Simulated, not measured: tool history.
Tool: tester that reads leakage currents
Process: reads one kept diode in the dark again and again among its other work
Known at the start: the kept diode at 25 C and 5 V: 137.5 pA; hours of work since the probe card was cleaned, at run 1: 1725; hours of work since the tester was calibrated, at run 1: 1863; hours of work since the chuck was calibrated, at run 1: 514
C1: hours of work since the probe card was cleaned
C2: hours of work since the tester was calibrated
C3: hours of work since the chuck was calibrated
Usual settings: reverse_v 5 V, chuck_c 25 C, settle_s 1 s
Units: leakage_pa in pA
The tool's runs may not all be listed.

{"run": 1, "hour": 0.0, "reverse_v": 5, "chuck_c": 25, "settle_s": 1, "C1": 1725, "C2": 1863, "C3": 514, "leakage_pa": 137.88}
{"run": 2, "hour": 53.3, "reverse_v": 5, "chuck_c": 25, "settle_s": 6.5, "C1": 1762, "C2": 1900, "C3": 551, "leakage_pa": 137.35}
{"run": 3, "hour": 93.9, "reverse_v": 5, "chuck_c": 39, "settle_s": 6.5, "C1": 1790, "C2": 1929, "C3": 579, "leakage_pa": 416.27}
{"run": 4, "hour": 161.5, "reverse_v": 5, "chuck_c": 39, "settle_s": 6.5, "C1": 1838, "C2": 1976, "C3": 627, "leakage_pa": 416.7}
{"run": 5, "hour": 216.7, "reverse_v": 15.74, "chuck_c": 25, "settle_s": 1, "C1": 1876, "C2": 2015, "C3": 665, "leakage_pa": 235.64}
{"run": 6, "hour": 255.7, "reverse_v": 5, "chuck_c": 25, "settle_s": 1, "C1": 1904, "C2": 2042, "C3": 693, "leakage_pa": 138.69}
{"run": 7, "hour": 316.7, "reverse_v": 5, "chuck_c": 25, "settle_s": 1, "C1": 1946, "C2": 2085, "C3": 735, "leakage_pa": 138.19}
{"run": 8, "hour": 365.9, "reverse_v": 5, "chuck_c": 25, "settle_s": 1, "C1": 1981, "C2": 2119, "C3": 770, "leakage_pa": 138.3}
{"run": 9, "hour": 401.9, "reverse_v": 5, "chuck_c": 25, "settle_s": 1, "C1": 2006, "C2": 2144, "C3": 795, "leakage_pa": 137.69}
{"run": 10, "hour": 440.6, "reverse_v": 5, "chuck_c": 25, "settle_s": 1, "C1": 2033, "C2": 2171, "C3": 822, "leakage_pa": 138.08}
{"run": 11, "hour": 486.6, "reverse_v": 5, "chuck_c": 25, "settle_s": 1, "C1": 2065, "C2": 2204, "C3": 854, "leakage_pa": 138.02}
{"run": 12, "hour": 532.1, "reverse_v": 5, "chuck_c": 25, "settle_s": 1, "C1": 2097, "C2": 2236, "C3": 886, "leakage_pa": 138.24}
{"run": 13, "hour": 565.8, "reverse_v": 5, "chuck_c": 25, "settle_s": 8.62, "C1": 2121, "C2": 2259, "C3": 910, "leakage_pa": 137.83}
{"run": 14, "hour": 618.7, "reverse_v": 5, "chuck_c": 25, "settle_s": 8.62, "C1": 2158, "C2": 2296, "C3": 947, "leakage_pa": 137.28}
{"run": 15, "hour": 663.8, "reverse_v": 5, "chuck_c": 25, "settle_s": 8.62, "C1": 2189, "C2": 2328, "C3": 978, "leakage_pa": 137.86}
{"run": 16, "hour": 734.2, "reverse_v": 2.29, "chuck_c": 24, "settle_s": 1, "C1": 2239, "C2": 2377, "C3": 1028, "leakage_pa": 88.38}
{"run": 17, "hour": 780.3, "reverse_v": 2.29, "chuck_c": 24, "settle_s": 1, "C1": 2271, "C2": 2409, "C3": 1060, "leakage_pa": 88.14}
{"run": 18, "hour": 851.1, "reverse_v": 5, "chuck_c": 23, "settle_s": 4.03, "C1": 2320, "C2": 2459, "C3": 1109, "leakage_pa": 116.5}
{"run": 19, "hour": 888.7, "reverse_v": 1.02, "chuck_c": 44, "settle_s": 2.24, "C1": 2347, "C2": 2485, "C3": 1136, "leakage_pa": 289.96}
{"run": 20, "hour": 934.7, "reverse_v": 13.45, "chuck_c": 30, "settle_s": 1.62, "C1": 2379, "C2": 2517, "C3": 1168, "leakage_pa": 327.94}
{"run": 21, "hour": 990.4, "reverse_v": 1.02, "chuck_c": 51, "settle_s": 0.56, "C1": 2418, "C2": 2556, "C3": 1207, "leakage_pa": 478.06}
{"run": 22, "hour": 1060.7, "reverse_v": 1.02, "chuck_c": 47, "settle_s": 0.56, "C1": 2467, "C2": 2606, "C3": 1256, "leakage_pa": 360.05}
{"run": 23, "hour": 1104.1, "reverse_v": 1.79, "chuck_c": 25, "settle_s": 0.45, "C1": 2498, "C2": 2636, "C3": 1287, "leakage_pa": 85.81}
{"run": 24, "hour": 1139.4, "reverse_v": 6.57, "chuck_c": 30, "settle_s": 1.52, "C1": 2522, "C2": 2661, "C3": 1311, "leakage_pa": 234}
{"run": 25, "hour": 1180.9, "reverse_v": 1.09, "chuck_c": 25, "settle_s": 7.05, "C1": 2551, "C2": 2690, "C3": 1340, "leakage_pa": 67.68}
{"run": 26, "hour": 1246.6, "reverse_v": 1.09, "chuck_c": 25, "settle_s": 7.05, "C1": 2597, "C2": 2736, "C3": 1386, "leakage_pa": 67.84}
{"run": 27, "hour": 1289.2, "reverse_v": 1.22, "chuck_c": 37, "settle_s": 1, "C1": 2627, "C2": 2766, "C3": 1416, "leakage_pa": 186.34}
{"run": 28, "hour": 1343.8, "reverse_v": 5, "chuck_c": 25, "settle_s": 0.5, "C1": 2665, "C2": 2804, "C3": 1454, "leakage_pa": 138.95}
{"run": 29, "hour": 1402.7, "reverse_v": 2.78, "chuck_c": 41, "settle_s": 0.36, "C1": 2707, "C2": 2845, "C3": 1496, "leakage_pa": 369.95}
{"run": 30, "hour": 1452.6, "reverse_v": 5, "chuck_c": 25, "settle_s": 0.36, "C1": 2742, "C2": 2880, "C3": 1531, "leakage_pa": 139.03}

Forecast each of these 3 alternatives for the next run:
{"run": "A", "hour": 1495.2, "reverse_v": 1.03, "chuck_c": 25, "settle_s": 4.65, "C1": 2771, "C2": 2910, "C3": 1560, "leakage_pa": "?"}
{"run": "B", "hour": 1495.2, "reverse_v": 5.81, "chuck_c": 25, "settle_s": 4.27, "C1": 2771, "C2": 2910, "C3": 1560, "leakage_pa": "?"}
{"run": "C", "hour": 1495.2, "reverse_v": 13.2, "chuck_c": 50, "settle_s": 0.53, "C1": 2771, "C2": 2910, "C3": 1560, "leakage_pa": "?"}

run=A leakage_pa=66.27
run=B leakage_pa=148.22
run=C leakage_pa=1457.18
Without the tool's hidden state the same runs would have given:
run=A leakage_pa=66.28
run=B leakage_pa=148.18
run=C leakage_pa=1457.39

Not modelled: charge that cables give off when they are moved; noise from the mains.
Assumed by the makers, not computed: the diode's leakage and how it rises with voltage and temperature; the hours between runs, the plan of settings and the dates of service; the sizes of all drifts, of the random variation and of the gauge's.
